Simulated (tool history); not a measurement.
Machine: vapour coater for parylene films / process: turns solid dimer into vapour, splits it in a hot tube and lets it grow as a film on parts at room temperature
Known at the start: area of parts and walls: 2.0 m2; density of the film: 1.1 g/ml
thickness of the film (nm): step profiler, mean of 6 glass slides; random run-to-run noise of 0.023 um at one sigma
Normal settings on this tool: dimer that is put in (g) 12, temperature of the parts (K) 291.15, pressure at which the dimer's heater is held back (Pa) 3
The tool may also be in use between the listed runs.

| run | hour | dimer that is put in (g) | temperature of the parts (K) | pressure at which the dimer's heater is held back (Pa) | thickness of the film (nm) |
|---|---|---|---|---|---|
| 1 | 0 | 12 | 291.15 | 3 | 2620 |
| 2 | 11.2 | 12 | 291.15 | 3 | 2650 |
| 3 | 24.5 | 12 | 291.15 | 3 | 2600 |
|  | 30.9 | trap's valve overhauled |
| 4 | 39.9 | 12 | 291.15 | 3 | 2530 |
| 5 | 48.7 | 12 | 291.15 | 3 | 2520 |
| 6 | 57.2 | 12 | 291.15 | 3 | 2510 |
| 7 | 73.6 | 12 | 291.15 | 3 | 2500 |
| 8 | 91.2 | 12 | 300.15 | 3 | 1640 |
| 9 | 104.7 | 12 | 300.15 | 3 | 1610 |

Expected results for the next run?
|  | 124 | trap's valve overhauled, once more |
| 10 | 127.5 | 12 | 292.15 | 4.11 | ? |

{"run 10": {"thickness of the film (nm)": 2780}}
With no hidden state in the tool, this same run would have given thickness of the film (nm) 2800.
